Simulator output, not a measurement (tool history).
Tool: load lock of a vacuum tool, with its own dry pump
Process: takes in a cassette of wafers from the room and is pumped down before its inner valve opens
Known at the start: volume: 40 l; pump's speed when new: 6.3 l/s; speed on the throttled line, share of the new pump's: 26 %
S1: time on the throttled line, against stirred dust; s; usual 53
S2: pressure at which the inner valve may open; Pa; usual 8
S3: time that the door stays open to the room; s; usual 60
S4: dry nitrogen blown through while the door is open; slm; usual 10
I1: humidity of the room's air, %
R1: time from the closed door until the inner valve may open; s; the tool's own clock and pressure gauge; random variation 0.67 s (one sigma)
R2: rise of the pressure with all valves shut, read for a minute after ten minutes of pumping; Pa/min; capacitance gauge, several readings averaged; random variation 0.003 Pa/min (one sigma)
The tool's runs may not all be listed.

run      day  S1  S2   S3  S4    I1     R1     R2
  1        0  53   8   60  10  43.1    103  0.164
  2    9.583  53   8   60  10  46.4  102.8  0.171
  3   19.062  53   8   60  10  45.3  102.8  0.175
  4   28.092  53   8   41  10  44.4  104.7  0.182
  5   35.379  53   8   41  10  43.7  103.1  0.183
  6   44.567  53   8   41  10  44.5    105  0.192
  7   51.754  53   8   41  10  45.5  104.7  0.195
  8   59.033  53  13   41  10  45.3  100.8  0.205
  9   65.025  53   8   60  10  46.5  105.1  0.219
 10   73.271  53   8   60  10  45.6  106.5  0.228
 11   80.042  53   8   60  10  44.9  106.8   0.23
 12   88.479  53   8   67  10  43.1  107.3  0.244
 13    97.95  53   8   67  10  45.1  107.1  0.249
 14  107.379  53   8   60  10  47.6  107.4  0.257
 15   112.65  53   8   60  10  45.9  107.9  0.265
 16  119.621  53   8   60  10  44.7  107.3  0.274
 17  129.742  53   8   60  10    47  108.8  0.281
 18  140.804  45   8   60  10  45.7  104.8  0.296
 19  146.358  45   8   60  10    45  103.7  0.294
 20  155.171  48   8   83  10  44.6  106.8  0.315
 21  160.362  78   8  198   7  46.5  127.2   0.35
 22  166.554  71   8   25  25  46.6  121.8  0.307
 23  171.917  36  11  185  10  47.9   95.7  0.363
 24  180.083  53   8   30   5  45.1  110.5  0.335
 25  187.608  99  12   52  16  45.9  138.5  0.351
 26  193.088  53   8   34  10  48.1  111.2  0.348
 27  201.796  38  14   34  10  47.3   96.5  0.356
 28   207.55  35  14   34  16  45.5   96.3  0.374
 29  218.233  91  14  128  16  44.8  133.6  0.403
 30  224.592  91  14  128  16  40.8  133.9  0.399
 31  236.558  53   8   60   8  42.7  114.5  0.414
 32   247.55  53   8   60   8  46.3  114.7  0.422
 33  253.304  53   8   60   8  46.7  116.3  0.426
 34  265.454  47  12  142   9  50.5  107.3  0.462
 35  276.275  53   8  177   5  46.8  117.1  0.487
 36   281.55  30  11   67  28  42.7   98.7  0.454
     286.421  -- dry pump taken out, an overhauled one fitted
 37  287.142  87   7   50  11  41.5  125.3  0.472

Some steps in R1 between neighbouring runs. How much of each would the tool show without its hidden state too (settings, what came in, random variation), and how much is left for the hidden state, with any gauge scatter that isn't in both results?
The hidden state here: pump's speed, % of a new pump's; leak at the door's seal, Pa l/s; drift of the gauge itself on ready_s, %; drift of the gauge itself on rise_pa_min, %.
Run 24 -> 25: S1 53 -> 99, S2 8 -> 12, S3 30 -> 52, S4 5 -> 16. R1 +28 s: hidden state -3.6, all else +31.6.
Run 25 -> 26: S1 99 -> 53, S2 12 -> 8, S3 52 -> 34, S4 16 -> 10. R1 -27.3 s: hidden state +4.3, all else -31.6.
Run 28 -> 29: S1 35 -> 91, S3 34 -> 128. R1 +37.3 s: hidden state -3.8, all else +41.1.
Run 30 -> 31: S1 91 -> 53, S2 14 -> 8, S3 128 -> 60, S4 16 -> 8. R1 -19.4 s: hidden state +4.9, all else -24.3.
Run 36 -> 37: S1 30 -> 87, S2 11 -> 7, S3 67 -> 50, S4 28 -> 11, dry pump taken out, an overhauled one fitted. R1 +26.6 s: hidden state -18.9, all else +45.5.
